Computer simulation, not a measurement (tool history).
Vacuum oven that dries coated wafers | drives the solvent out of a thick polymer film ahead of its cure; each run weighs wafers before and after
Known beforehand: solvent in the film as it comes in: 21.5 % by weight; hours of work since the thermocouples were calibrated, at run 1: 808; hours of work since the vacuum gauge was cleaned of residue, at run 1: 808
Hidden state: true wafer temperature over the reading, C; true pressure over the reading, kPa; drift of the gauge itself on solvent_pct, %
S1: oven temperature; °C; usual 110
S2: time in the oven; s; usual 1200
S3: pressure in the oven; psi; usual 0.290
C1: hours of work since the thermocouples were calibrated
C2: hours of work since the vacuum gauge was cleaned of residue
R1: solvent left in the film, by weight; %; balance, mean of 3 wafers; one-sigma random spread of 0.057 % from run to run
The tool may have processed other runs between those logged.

run,hour,S1,S2,S3,C1,C2,R1
1,0.0,110,1200,0.290,808,808,3.69
2,34.1,110,1200,0.290,826,826,3.63
3,95.4,110,1200,0.290,859,859,3.51
4,135.8,110,1200,0.290,880,880,3.76
5,198.6,110,1200,0.290,914,914,3.68
# hour 204.6: oven's thermocouples calibrated
6,249.3,110,1200,0.290,24,939,3.92
7,306.8,110,1200,0.290,54,970,3.88
8,348.7,110,2040,0.290,77,992,3.24
9,392.9,110,1320,0.290,100,1016,3.86
# hour 417.1: oven's thermocouples calibrated, once more
10,439.6,100,1200,0.290,12,1040,5.77
11,481.4,108,1560,0.290,34,1062,3.30
12,530.8,108,1560,0.290,61,1088,3.35

3 options for the next run, each taken on its own from the tool as it stands now. Forecast them:
A,566.2,96,1140,0.838,79,1107,?
B,566.2,116,1980,0.764,79,1107,?
C,566.2,108,720,0.290,79,1107,?

run,R1
A,13.30
B,5.38
C,5.52
Without the tool's hidden state the same runs would have given:
run,R1
A,12.34
B,4.84
C,4.88

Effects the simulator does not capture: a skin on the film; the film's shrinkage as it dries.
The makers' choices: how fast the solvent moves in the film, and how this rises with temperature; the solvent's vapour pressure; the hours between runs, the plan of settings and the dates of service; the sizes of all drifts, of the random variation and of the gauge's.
